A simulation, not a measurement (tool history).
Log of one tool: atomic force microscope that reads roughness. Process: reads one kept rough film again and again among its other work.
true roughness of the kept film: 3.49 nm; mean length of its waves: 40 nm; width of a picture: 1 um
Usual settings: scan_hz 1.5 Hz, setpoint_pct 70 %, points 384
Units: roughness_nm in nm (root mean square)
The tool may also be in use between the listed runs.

run	day	scan_hz	setpoint_pct	points	roughness_nm
1	0	1.5	70	384	2.992
2	2.338	1.5	70	384	2.975
3	4.329	1.5	70	615	3
4	6.129	2.05	70	384	2.905
5	7.983	0.77	70	384	3.089
6	9.979	1.5	79	384	2.878
7	12.292	1.5	79	384	2.858
8	14.204	1.5	70	862	2.969
9	16.308	1.5	70	862	3.001
10	17.7	1.5	70	862	3.014
11	19.962	1.5	70	862	2.991
12	21.067	1.84	70	384	2.942
13	22.996	1.5	70	952	2.996
14	24.896	1.5	70	952	3.001
15	27.283	1.5	70	384	3.003
16	29.438	1.5	70	384	2.971
17	30.492	1.5	70	384	2.975
18	31.533	1.5	70	384	2.974
19	33.421	1.5	70	384	2.981
20	34.988	1.5	70	384	2.985
21	37.346	1.5	70	384	2.988
22	39.733	1.5	87	384	2.738
23	40.708	1.5	85	384	2.757
24	41.933	1.5	85	384	2.754
25	43.029	2.62	70	384	2.858
26	44.55	1.5	70	384	2.987
27	46.438	2	57	555	3.071
28	48.804	2	57	555	3.067
29	49.875	1.56	70	384	2.971
30	51.704	1.78	59	333	3.066
31	53.375	3.12	59	333	2.967
32	54.704	0.64	70	384	3.126
33	56.312	0.64	70	384	3.098
34	57.896	2.99	88	393	2.349
35	59.871	1.2	56	556	3.122
36	61.496	1.2	56	556	3.125
37	63.775	1.2	56	556	3.13
38	65.775	1.5	78	581	2.9
39	67.183	2.97	55	384	3.02
40	68.975	1.5	56	553	3.116
41	70.996	0.89	68	384	3.083
42	72.338	0.89	68	384	3.076
43	74.058	2.39	70	276	2.843
44	75.075	0.61	69	383	3.092
45	76.529	1.82	59	383	3.037
46	77.746	1.82	59	383	3.075
47	79.933	0.73	56	607	3.17
48	82.196	1.88	56	268	3.055
49	84.521	1.88	56	268	3.074
50	85.642	2.18	69	499	2.918
51	87.992	0.52	76	438	3.095

Taken out of this log: 16 entries between the listed runs. Where each belongs, and how the hidden state differs across it:
Between runs 3 and 4: new tip fitted (day 5.183)
  radius of the tip, nm: 10.3 -> 10.1
Between runs 6 and 7: new tip fitted (day 10.55)
  radius of the tip, nm: 10.3 -> 10.1
Between runs 8 and 9: new tip fitted (day 16.033)
  radius of the tip, nm: 10.3 -> 10
Between runs 12 and 13: new tip fitted (day 21.375)
  radius of the tip, nm: 10.3 -> 10.1
Between runs 14 and 15: new tip fitted (day 26.733)
  radius of the tip, nm: 10.2 -> 10; height scale over the true one, %: 0.04 -> 0.05
Between runs 18 and 19: new tip fitted (day 32.238)
  radius of the tip, nm: 10.3 -> 10.1
Between runs 21 and 22: new tip fitted (day 37.65)
  radius of the tip, nm: 10.3 -> 10.1
Between runs 24 and 25: new tip fitted (day 43.025)
  radius of the tip, nm: 10.3 -> 10
Between runs 27 and 28: new tip fitted (day 48.55)
  radius of the tip, nm: 10.2 -> 10; height scale over the true one, %: 0.05 -> 0.06
Between runs 31 and 32: new tip fitted (day 53.942)
  radius of the tip, nm: 10.3 -> 10.1
Between runs 34 and 35: new tip fitted (day 59.275)
  radius of the tip, nm: 10.2 -> 10.1
Between runs 37 and 38: new tip fitted (day 64.654)
  radius of the tip, nm: 10.3 -> 10.1
Between runs 40 and 41: new tip fitted (day 70.038)
  radius of the tip, nm: 10.3 -> 10.1
Between runs 44 and 45: new tip fitted (day 75.458)
  radius of the tip, nm: 10.3 -> 10.1
Between runs 47 and 48: new tip fitted (day 80.85)
  radius of the tip, nm: 10.3 -> 10.1
Between runs 50 and 51: new tip fitted (day 86.208)
  radius of the tip, nm: 10.3 -> 10.1
